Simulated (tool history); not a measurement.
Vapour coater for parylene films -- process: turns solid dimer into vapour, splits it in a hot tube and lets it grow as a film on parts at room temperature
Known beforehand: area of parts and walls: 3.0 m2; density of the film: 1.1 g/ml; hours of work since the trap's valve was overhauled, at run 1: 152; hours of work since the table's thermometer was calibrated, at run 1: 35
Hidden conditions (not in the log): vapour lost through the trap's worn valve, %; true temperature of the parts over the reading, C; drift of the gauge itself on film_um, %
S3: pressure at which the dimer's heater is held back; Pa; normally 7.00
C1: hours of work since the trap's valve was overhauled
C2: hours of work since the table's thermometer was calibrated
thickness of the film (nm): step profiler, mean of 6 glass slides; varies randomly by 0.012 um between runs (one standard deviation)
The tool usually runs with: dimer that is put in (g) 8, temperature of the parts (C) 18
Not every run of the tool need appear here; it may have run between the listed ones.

run 1 hour=0.0 | dimer_that_is_put_in_(g)=8 temperature_of_the_parts_(C)=18 S3=7.00 | C1=152 C2=35 | thickness_of_the_film_(nm)=990
run 2 hour=10.2 | dimer_that_is_put_in_(g)=8 temperature_of_the_parts_(C)=18 S3=7.00 | C1=157 C2=41 | thickness_of_the_film_(nm)=1000
run 3 hour=18.6 | dimer_that_is_put_in_(g)=8 temperature_of_the_parts_(C)=18 S3=7.00 | C1=162 C2=45 | thickness_of_the_film_(nm)=1010
run 4 hour=32.9 | dimer_that_is_put_in_(g)=8 temperature_of_the_parts_(C)=18 S3=7.00 | C1=170 C2=53 | thickness_of_the_film_(nm)=980
run 5 hour=41.3 | dimer_that_is_put_in_(g)=8 temperature_of_the_parts_(C)=18 S3=7.00 | C1=175 C2=58 | thickness_of_the_film_(nm)=970
run 6 hour=48.2 | dimer_that_is_put_in_(g)=8 temperature_of_the_parts_(C)=18 S3=7.00 | C1=179 C2=62 | thickness_of_the_film_(nm)=990
run 7 hour=58.0 | dimer_that_is_put_in_(g)=8 temperature_of_the_parts_(C)=18 S3=7.00 | C1=184 C2=67 | thickness_of_the_film_(nm)=1000
run 8 hour=66.9 | dimer_that_is_put_in_(g)=8 temperature_of_the_parts_(C)=10 S3=7.00 | C1=189 C2=72 | thickness_of_the_film_(nm)=1130
run 9 hour=73.9 | dimer_that_is_put_in_(g)=8 temperature_of_the_parts_(C)=10 S3=7.00 | C1=193 C2=76 | thickness_of_the_film_(nm)=1120
run 10 hour=87.6 | dimer_that_is_put_in_(g)=8 temperature_of_the_parts_(C)=10 S3=7.00 | C1=201 C2=84 | thickness_of_the_film_(nm)=1140
run 11 hour=102.0 | dimer_that_is_put_in_(g)=5 temperature_of_the_parts_(C)=18 S3=7.00 | C1=209 C2=92 | thickness_of_the_film_(nm)=600
run 12 hour=118.8 | dimer_that_is_put_in_(g)=5 temperature_of_the_parts_(C)=18 S3=7.00 | C1=218 C2=101 | thickness_of_the_film_(nm)=620
run 13 hour=130.6 | dimer_that_is_put_in_(g)=5 temperature_of_the_parts_(C)=18 S3=7.00 | C1=225 C2=108 | thickness_of_the_film_(nm)=580
run 14 hour=138.6 | dimer_that_is_put_in_(g)=5 temperature_of_the_parts_(C)=18 S3=7.00 | C1=229 C2=112 | thickness_of_the_film_(nm)=610
run 15 hour=151.2 | dimer_that_is_put_in_(g)=8 temperature_of_the_parts_(C)=10 S3=7.00 | C1=236 C2=120 | thickness_of_the_film_(nm)=1110
run 16 hour=159.3 | dimer_that_is_put_in_(g)=8 temperature_of_the_parts_(C)=29 S3=7.00 | C1=241 C2=124 | thickness_of_the_film_(nm)=820
-- hour=167.0 trap's valve overhauled
run 17 hour=175.7 | dimer_that_is_put_in_(g)=8 temperature_of_the_parts_(C)=29 S3=7.00 | C1=5 C2=131 | thickness_of_the_film_(nm)=900
run 18 hour=189.0 | dimer_that_is_put_in_(g)=8 temperature_of_the_parts_(C)=29 S3=7.00 | C1=12 C2=138 | thickness_of_the_film_(nm)=880
-- hour=191.3 table's thermometer calibrated
run 19 hour=199.3 | dimer_that_is_put_in_(g)=13 temperature_of_the_parts_(C)=18 S3=3.66 | C1=18 C2=5 | thickness_of_the_film_(nm)=1850
run 20 hour=210.5 | dimer_that_is_put_in_(g)=13 temperature_of_the_parts_(C)=18 S3=3.66 | C1=24 C2=11 | thickness_of_the_film_(nm)=1870
-- hour=219.4 table's thermometer calibrated, once more
run 21 hour=219.4 | dimer_that_is_put_in_(g)=8 temperature_of_the_parts_(C)=18 S3=5.00 | C1=28 C2=0 | thickness_of_the_film_(nm)=1100
run 22 hour=227.7 | dimer_that_is_put_in_(g)=8 temperature_of_the_parts_(C)=18 S3=10.50 | C1=33 C2=5 | thickness_of_the_film_(nm)=1000
run 23 hour=239.0 | dimer_that_is_put_in_(g)=8 temperature_of_the_parts_(C)=18 S3=10.50 | C1=39 C2=11 | thickness_of_the_film_(nm)=1010
run 24 hour=253.6 | dimer_that_is_put_in_(g)=9 temperature_of_the_parts_(C)=10 S3=5.74 | C1=47 C2=19 | thickness_of_the_film_(nm)=1390
run 25 hour=266.7 | dimer_that_is_put_in_(g)=3 temperature_of_the_parts_(C)=12 S3=2.48 | C1=55 C2=27 | thickness_of_the_film_(nm)=490
run 26 hour=278.8 | dimer_that_is_put_in_(g)=5 temperature_of_the_parts_(C)=27 S3=3.84 | C1=61 C2=33 | thickness_of_the_film_(nm)=610
run 27 hour=288.8 | dimer_that_is_put_in_(g)=5 temperature_of_the_parts_(C)=27 S3=3.84 | C1=67 C2=39 | thickness_of_the_film_(nm)=620
run 28 hour=298.6 | dimer_that_is_put_in_(g)=4 temperature_of_the_parts_(C)=27 S3=3.04 | C1=73 C2=44 | thickness_of_the_film_(nm)=490
run 29 hour=312.4 | dimer_that_is_put_in_(g)=4 temperature_of_the_parts_(C)=16 S3=3.25 | C1=80 C2=52 | thickness_of_the_film_(nm)=580
run 30 hour=328.2 | dimer_that_is_put_in_(g)=4 temperature_of_the_parts_(C)=16 S3=3.25 | C1=89 C2=61 | thickness_of_the_film_(nm)=560
run 31 hour=342.5 | dimer_that_is_put_in_(g)=4 temperature_of_the_parts_(C)=16 S3=3.25 | C1=97 C2=69 | thickness_of_the_film_(nm)=580
run 32 hour=355.2 | dimer_that_is_put_in_(g)=4 temperature_of_the_parts_(C)=16 S3=3.25 | C1=104 C2=76 | thickness_of_the_film_(nm)=570
run 33 hour=371.9 | dimer_that_is_put_in_(g)=4 temperature_of_the_parts_(C)=30 S3=5.36 | C1=114 C2=85 | thickness_of_the_film_(nm)=440

Forecast each of these 5 alternatives for the next run:
run A hour=387.3 | dimer_that_is_put_in_(g)=4 temperature_of_the_parts_(C)=16 S3=10.84 | C1=122 C2=94 | thickness_of_the_film_(nm)=?
run B hour=387.3 | dimer_that_is_put_in_(g)=11 temperature_of_the_parts_(C)=26 S3=4.84 | C1=122 C2=94 | thickness_of_the_film_(nm)=?
run C hour=387.3 | dimer_that_is_put_in_(g)=8 temperature_of_the_parts_(C)=21 S3=6.63 | C1=122 C2=94 | thickness_of_the_film_(nm)=?
run D hour=387.3 | dimer_that_is_put_in_(g)=4 temperature_of_the_parts_(C)=11 S3=2.78 | C1=122 C2=94 | thickness_of_the_film_(nm)=?
run E hour=387.3 | dimer_that_is_put_in_(g)=7 temperature_of_the_parts_(C)=10 S3=3.20 | C1=122 C2=94 | thickness_of_the_film_(nm)=?

run=A thickness_of_the_film_(nm)=500
run=B thickness_of_the_film_(nm)=1280
run=C thickness_of_the_film_(nm)=970
run=D thickness_of_the_film_(nm)=640
run=E thickness_of_the_film_(nm)=1140
Without the tool's unlogged condition, the same runs would have read:
run=A thickness_of_the_film_(nm)=520
run=B thickness_of_the_film_(nm)=1350
run=C thickness_of_the_film_(nm)=1020
run=D thickness_of_the_film_(nm)=670
run=E thickness_of_the_film_(nm)=1200
